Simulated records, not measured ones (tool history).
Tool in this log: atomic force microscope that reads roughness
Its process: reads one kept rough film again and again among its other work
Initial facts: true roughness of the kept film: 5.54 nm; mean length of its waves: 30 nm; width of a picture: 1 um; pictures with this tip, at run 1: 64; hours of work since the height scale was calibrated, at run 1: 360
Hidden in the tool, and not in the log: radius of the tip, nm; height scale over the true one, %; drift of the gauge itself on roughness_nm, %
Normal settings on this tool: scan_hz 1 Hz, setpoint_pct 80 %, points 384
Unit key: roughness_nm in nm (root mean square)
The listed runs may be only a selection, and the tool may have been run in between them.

| run | hour | scan_hz | setpoint_pct | points | pictures with this tip | hours of work since the height scale was calibrated | roughness_nm |
|---|---|---|---|---|---|---|---|
| 1 | 0 | 1 | 80 | 384 | 64 | 360 | 4.095 |
| 2 | 17.7 | 1 | 80 | 384 | 87 | 370 | 3.981 |
| 3 | 27.4 | 1 | 80 | 384 | 100 | 376 | 3.919 |
| 4 | 39.6 | 1 | 80 | 384 | 116 | 382 | 3.812 |
| 5 | 55.8 | 1 | 70 | 384 | 137 | 392 | 3.892 |
| 6 | 65.4 | 1 | 70 | 384 | 150 | 397 | 3.776 |
| 7 | 78.8 | 1 | 80 | 384 | 168 | 404 | 3.588 |
| 8 | 87.2 | 1 | 80 | 384 | 179 | 409 | 3.558 |
| 9 | 103.1 | 1 | 80 | 384 | 200 | 418 | 3.515 |
| 10 | 117.1 | 1 | 80 | 384 | 218 | 426 | 3.417 |
|  | 131.2 | new tip fitted |
| 11 | 133.7 | 1 | 80 | 384 | 4 | 435 | 4.496 |
| 12 | 150.2 | 1 | 80 | 384 | 25 | 444 | 4.373 |
| 13 | 162.6 | 1 | 80 | 384 | 42 | 451 | 4.256 |
|  | 164.9 | height scale calibrated on a step standard |
| 14 | 177.2 | 1 | 80 | 384 | 60 | 7 | 4.166 |
| 15 | 194.6 | 2.63 | 80 | 384 | 83 | 17 | 3.602 |
| 16 | 202.1 | 2.63 | 80 | 384 | 93 | 21 | 3.559 |
| 17 | 219 | 2.63 | 80 | 298 | 115 | 30 | 3.452 |
| 18 | 226.8 | 1.08 | 80 | 584 | 125 | 35 | 3.813 |
| 19 | 238.5 | 0.97 | 66 | 936 | 141 | 41 | 3.953 |
| 20 | 256.3 | 0.97 | 66 | 936 | 164 | 51 | 3.839 |
| 21 | 263.9 | 2.26 | 85 | 1019 | 174 | 55 | 3.203 |
|  | 273.1 | height scale calibrated on a step standard, once more |
| 22 | 277.8 | 2.26 | 85 | 1019 | 191 | 3 | 3.155 |
| 23 | 287.5 | 1 | 72 | 384 | 204 | 8 | 3.597 |
| 24 | 295 | 1 | 76 | 467 | 214 | 12 | 3.525 |
| 25 | 304.7 | 1 | 76 | 467 | 227 | 18 | 3.493 |
|  | 313.3 | new tip fitted |
| 26 | 318.1 | 1.01 | 76 | 262 | 7 | 25 | 4.48 |
| 27 | 331 | 1.78 | 66 | 384 | 24 | 32 | 4.393 |
| 28 | 347.4 | 1.78 | 66 | 384 | 46 | 41 | 4.267 |
| 29 | 362.1 | 1.78 | 66 | 384 | 65 | 50 | 4.143 |
| 30 | 375.2 | 1.16 | 56 | 511 | 82 | 57 | 4.253 |
| 31 | 386.9 | 1.16 | 56 | 511 | 98 | 63 | 4.178 |
| 32 | 404.9 | 3.72 | 83 | 384 | 121 | 74 | 3.079 |
| 33 | 414.4 | 3.28 | 90 | 384 | 134 | 79 | 2.876 |

Predict each of these 4 candidate next runs independently; none follows another, all start after run 33:
| A | 432 | 1.82 | 61 | 384 | 157 | 89 | ? |
| B | 432 | 0.99 | 86 | 746 | 157 | 89 | ? |
| C | 432 | 3.83 | 72 | 384 | 157 | 89 | ? |
| D | 432 | 3.28 | 90 | 880 | 157 | 89 | ? |

| run | roughness_nm |
|---|---|
| A | 3.798 |
| B | 3.648 |
| C | 3.333 |
| D | 2.815 |
What these runs would have given with no unlogged condition in the tool:
| run | roughness_nm |
|---|---|
| A | 4.675 |
| B | 4.491 |
| C | 4.102 |
| D | 3.467 |

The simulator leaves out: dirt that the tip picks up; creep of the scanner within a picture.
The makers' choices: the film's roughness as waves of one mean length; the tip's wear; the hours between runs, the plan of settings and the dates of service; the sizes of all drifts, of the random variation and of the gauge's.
